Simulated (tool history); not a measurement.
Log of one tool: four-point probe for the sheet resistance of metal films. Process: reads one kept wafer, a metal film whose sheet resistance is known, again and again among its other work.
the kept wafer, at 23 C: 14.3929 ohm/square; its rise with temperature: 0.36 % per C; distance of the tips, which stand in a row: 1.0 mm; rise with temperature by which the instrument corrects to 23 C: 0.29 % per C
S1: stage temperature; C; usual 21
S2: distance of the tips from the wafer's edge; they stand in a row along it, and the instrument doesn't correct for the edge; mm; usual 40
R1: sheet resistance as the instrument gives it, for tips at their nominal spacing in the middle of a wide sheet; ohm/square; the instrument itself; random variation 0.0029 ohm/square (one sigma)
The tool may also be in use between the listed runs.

| run | hour | S1 | S2 | R1 |
|---|---|---|---|---|
| 1 | 0 | 21 | 40 | 14.38868 |
| 2 | 46 | 21 | 40 | 14.386586 |
| 3 | 131.8 | 21 | 40 | 14.39266 |
| 4 | 181.4 | 21 | 40 | 14.393362 |
| 5 | 244.4 | 21 | 40 | 14.399969 |
| 6 | 294.6 | 21 | 40 | 14.394756 |
| 7 | 380.7 | 21 | 40 | 14.392903 |
| 8 | 459.9 | 21 | 40 | 14.400175 |
| 9 | 552.7 | 21 | 40 | 14.402933 |
| 10 | 612.3 | 21 | 40 | 14.400424 |
| 11 | 669.4 | 21 | 40 | 14.400296 |
| 12 | 736.5 | 21 | 40 | 14.408982 |
| 13 | 798.2 | 21 | 40 | 14.405362 |
|  | 807.8 | stage's thermometer calibrated |
| 14 | 851.6 | 21 | 40 | 14.423269 |
| 15 | 927.8 | 21 | 40 | 14.42662 |
| 16 | 1024.9 | 21 | 40 | 14.431833 |
| 17 | 1087.8 | 21 | 40 | 14.435579 |
| 18 | 1161.8 | 21 | 40 | 14.432079 |
|  | 1216 | stage's thermometer calibrated, once more |
| 19 | 1243.9 | 22 | 6 | 14.589118 |
| 20 | 1300.9 | 29 | 41 | 14.457881 |
| 21 | 1380.3 | 30 | 5 | 14.772265 |
| 22 | 1441.1 | 28 | 45 | 14.448413 |
| 23 | 1537 | 27 | 9 | 14.530809 |
| 24 | 1611.1 | 21 | 8 | 14.495628 |
| 25 | 1705.5 | 19 | 6 | 14.565996 |
| 26 | 1748.3 | 31 | 6 | 14.699359 |
| 27 | 1815 | 21 | 17 | 14.404397 |
| 28 | 1882.2 | 19 | 8 | 14.482588 |
| 29 | 1971.4 | 19 | 8 | 14.478796 |
| 30 | 2013.1 | 19 | 8 | 14.48353 |
| 31 | 2085.7 | 22 | 12 | 14.4518 |
| 32 | 2142.3 | 22 | 12 | 14.451869 |
| 33 | 2189.7 | 22 | 12 | 14.450541 |
| 34 | 2248.7 | 22 | 8 | 14.518373 |
| 35 | 2302.1 | 22 | 8 | 14.52178 |

Hidden state or all else? Some run-to-run changes of R1, split into what the settings, what came in and random variation would give without the hidden state, and what is left for the hidden state (with any gauge scatter that isn't in both results):
The hidden state here: inner tips' distance over the nominal, %; tips' flats over new ones', %; wafer's true temperature over the reading, C; drift of the gauge itself on sheet_ohm, %.
Run 13 -> 14: stage's thermometer calibrated. R1 +0.017907 ohm/square: hidden state +0.01966, all else -0.001753.
Run 15 -> 16: no setting changed, nothing entered. R1 +0.005213 ohm/square: hidden state +0.002275, all else +0.002938.
Run 18 -> 19: S1 21 -> 22, S2 40 -> 6, stage's thermometer calibrated, once more. R1 +0.157039 ohm/square: hidden state -0.06246, all else +0.219499.
Run 20 -> 21: S1 29 -> 30, S2 41 -> 5. R1 +0.314384 ohm/square: hidden state +0.001751, all else +0.312633.
Run 21 -> 22: S1 30 -> 28, S2 5 -> 45. R1 -0.323852 ohm/square: hidden state +0.001491, all else -0.325343.
Run 26 -> 27: S1 31 -> 21, S2 6 -> 17. R1 -0.294962 ohm/square: hidden state +0.001691, all else -0.296653.
